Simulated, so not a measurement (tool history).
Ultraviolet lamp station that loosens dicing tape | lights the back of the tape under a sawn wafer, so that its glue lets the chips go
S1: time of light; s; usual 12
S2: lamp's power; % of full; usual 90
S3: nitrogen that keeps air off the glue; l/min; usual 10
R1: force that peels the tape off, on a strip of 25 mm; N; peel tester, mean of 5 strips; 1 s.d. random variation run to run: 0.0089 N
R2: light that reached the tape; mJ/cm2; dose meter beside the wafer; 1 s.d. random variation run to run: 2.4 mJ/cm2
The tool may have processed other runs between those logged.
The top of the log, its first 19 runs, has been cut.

run,hour,S1,S2,S3,R1,R2
# hour 1037.8: lamp changed
20,1052.9,11,90,10,0.549,242
21,1118.7,8,66,10,2.238,125
22,1165.6,14,90,14,0.264,294
23,1245.9,15,83,19,0.258,277
24,1323,15,83,19,0.301,264
25,1379.8,7,86,12,1.95,124
26,1448.8,8,66,12,2.645,108
27,1497,8,66,12,2.699,108
28,1574.1,16,82,5,0.646,259
29,1653.3,12,72,10,1.348,166
30,1687,9,75,18,1.897,128
31,1727.1,9,75,18,1.872,124
32,1796.3,9,95,8,1.718,153
# hour 1835.1: window cleaned of glue's vapour
33,1869.7,12,67,6,1.618,170
34,1936.9,12,77,6,1.27,188
35,1977.9,7,86,8,2.508,113
36,2011.7,18,90,10,0.24,317
37,2055.7,12,65,18,1.376,150
38,2106.1,12,90,6,1.094,201
39,2188.4,12,90,6,1.177,194
40,2269.3,12,95,9,0.96,196

Predict each of these 5 candidate next runs independently; none follows another, all start after run 40:
A,2306.4,11,81,10,?,?
B,2306.4,21,75,17,?,?
C,2306.4,8,71,4,?,?
D,2306.4,7,82,7,?,?
E,2306.4,12,71,9,?,?

run,R1,R2
A,1.571,151
B,0.31,270
C,3.684,98
D,3.482,101
E,1.8,147
Without the tool's unlogged condition, the same runs would have read:
run,R1,R2
A,0.634,226
B,0.103,403
C,2.225,146
D,1.962,149
E,0.761,219

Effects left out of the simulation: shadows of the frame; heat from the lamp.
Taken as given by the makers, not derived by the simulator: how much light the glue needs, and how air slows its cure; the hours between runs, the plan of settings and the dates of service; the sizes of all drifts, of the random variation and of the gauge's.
